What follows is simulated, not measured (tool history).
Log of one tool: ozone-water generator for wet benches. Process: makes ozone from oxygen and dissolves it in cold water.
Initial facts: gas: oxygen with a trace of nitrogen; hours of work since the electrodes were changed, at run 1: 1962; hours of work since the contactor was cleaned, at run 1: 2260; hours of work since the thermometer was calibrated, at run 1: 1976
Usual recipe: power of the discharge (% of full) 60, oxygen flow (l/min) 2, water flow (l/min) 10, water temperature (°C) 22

run,day,power of the discharge (% of full),oxygen flow (l/min),water flow (l/min),water temperature (°C),hours of work since the electrodes were changed,hours of work since the contactor was cleaned,hours of work since the thermometer was calibrated,dissolved ozone (ppm),ozone in the gas ahead of the water (g/m3)
1,0,60,2,10,22,1962,2260,1976,13.6,145.1
2,1.483,60,2,10,22,1996,2293,2010,13.8,146.4
3,3.492,60,2,10,22,2041,2339,2055,13.7,143.1
4,4.983,60,2,10,22,2075,2373,2089,13.5,145
5,7.242,60,2,10,22,2126,2424,2140,13.6,144
6,9.304,60,2,10,22,2173,2471,2187,13.5,144.7
7,11.571,60,2,10,22,2225,2522,2239,13.8,143.5
8,13.804,82,2.51,10,22,2275,2573,2289,18.6,169.8
# day 14.071: contactor cleaned
9,16.121,60,2,12,22,2324,46,2338,11.6,143.5
10,17.688,95,2.5,16,30,2359,82,2373,13.2,193.5
11,18.796,95,2.5,16,30,2385,107,2399,13.3,195.6
12,20.746,72,1.33,7,29,2429,151,2443,17.1,198.6
13,22.112,98,2,10,24,2460,182,2474,20,220

Measured result minus the same run's result without the hidden state. Both carry the same run-to-run variation, though not necessarily the same gauge scatter:
Unlogged tool condition in this case: yield of the discharge, % of new electrodes'; contactor's efficiency, % of a clean one's; true water temperature over the reading, C; drift of the gauge itself on ozone_ppm, %; drift of the gauge itself on gas_g_m3, %.
run,dissolved ozone (ppm),ozone in the gas ahead of the water (g/m3)
1,-0.8,-5.3
2,-0.8,-5.5
3,-0.8,-5.5
4,-0.8,-5.8
5,-0.9,-5.9
6,-0.8,-6.1
7,-0.8,-6.1
8,-1.5,-9.9
9,-0.8,-6.4
10,-1.3,-13.3
11,-1.3,-13.5
12,-1.3,-11.2
13,-2,-16.1
